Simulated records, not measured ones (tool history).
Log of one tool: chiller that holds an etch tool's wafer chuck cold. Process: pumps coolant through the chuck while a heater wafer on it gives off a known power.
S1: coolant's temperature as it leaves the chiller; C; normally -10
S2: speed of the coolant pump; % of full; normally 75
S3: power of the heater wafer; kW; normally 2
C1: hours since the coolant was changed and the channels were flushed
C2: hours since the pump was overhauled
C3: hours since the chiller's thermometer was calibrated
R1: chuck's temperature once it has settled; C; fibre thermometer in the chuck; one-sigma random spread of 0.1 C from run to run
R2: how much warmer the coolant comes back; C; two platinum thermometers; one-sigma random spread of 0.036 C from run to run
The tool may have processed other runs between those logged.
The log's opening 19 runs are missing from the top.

| run | hour | S1 | S2 | S3 | C1 | C2 | C3 | R1 | R2 |
|---|---|---|---|---|---|---|---|---|---|
| 20 | 1220 | -2 | 63 | 2 | 6454 | 1580 | 4986 | 15.8 | 8.01 |
| 21 | 1282.3 | -2 | 63 | 2 | 6516 | 1642 | 5049 | 15.9 | 7.94 |
| 22 | 1365 | -2 | 63 | 2 | 6599 | 1725 | 5131 | 15.9 | 7.95 |
| 23 | 1451.8 | -17 | 95 | 2.58 | 6686 | 1812 | 5218 | 0.6 | 6.62 |
|  | 1525.4 | chiller's thermometer calibrated |
| 24 | 1526.9 | -10 | 76 | 2.007 | 6760 | 1886 | 1 | 5.9 | 6.52 |
| 25 | 1570.3 | -10 | 76 | 2.007 | 6803 | 1929 | 45 | 5.8 | 6.49 |
| 26 | 1658.9 | -7 | 86 | 2.201 | 6892 | 2018 | 134 | 9 | 6.16 |
| 27 | 1707.8 | -11 | 75 | 2 | 6941 | 2067 | 182 | 4.9 | 6.56 |
| 28 | 1795.8 | -3 | 75 | 1.83 | 7029 | 2155 | 270 | 11.7 | 5.92 |
| 29 | 1850.2 | -14 | 66 | 2.214 | 7083 | 2209 | 325 | 5.2 | 8.38 |
| 30 | 1891.7 | -10 | 99 | 2 | 7125 | 2251 | 366 | 3.2 | 4.77 |
| 31 | 1946 | -10 | 99 | 2 | 7179 | 2305 | 421 | 3.3 | 4.72 |

Each row is a separate what-if for the run after 31, all from the same tool condition, not one after another. Results?
| A | 1990.6 | -3 | 70 | 1.048 | 7224 | 2350 | 465 | ? | ? |
| B | 1990.6 | -4 | 96 | 1.095 | 7224 | 2350 | 465 | ? | ? |
| C | 1990.6 | -10 | 64 | 2.908 | 7224 | 2350 | 465 | ? | ? |
| D | 1990.6 | -10 | 75 | 1.568 | 7224 | 2350 | 465 | ? | ? |
| E | 1990.6 | -2 | 88 | 2 | 7224 | 2350 | 465 | ? | ? |

| run | R1 | R2 |
|---|---|---|
| A | 5.6 | 3.53 |
| B | 3.5 | 2.56 |
| C | 15.7 | 11.51 |
| D | 2.5 | 5.04 |
| E | 12.2 | 5.41 |
With the hidden condition removed and each run's random variation left untouched, the same runs would have given:
| run | R1 | R2 |
|---|---|---|
| A | 5.6 | 3.82 |
| B | 3.5 | 2.85 |
| C | 15.7 | 11.79 |
| D | 2.5 | 5.33 |
| E | 12.2 | 5.69 |

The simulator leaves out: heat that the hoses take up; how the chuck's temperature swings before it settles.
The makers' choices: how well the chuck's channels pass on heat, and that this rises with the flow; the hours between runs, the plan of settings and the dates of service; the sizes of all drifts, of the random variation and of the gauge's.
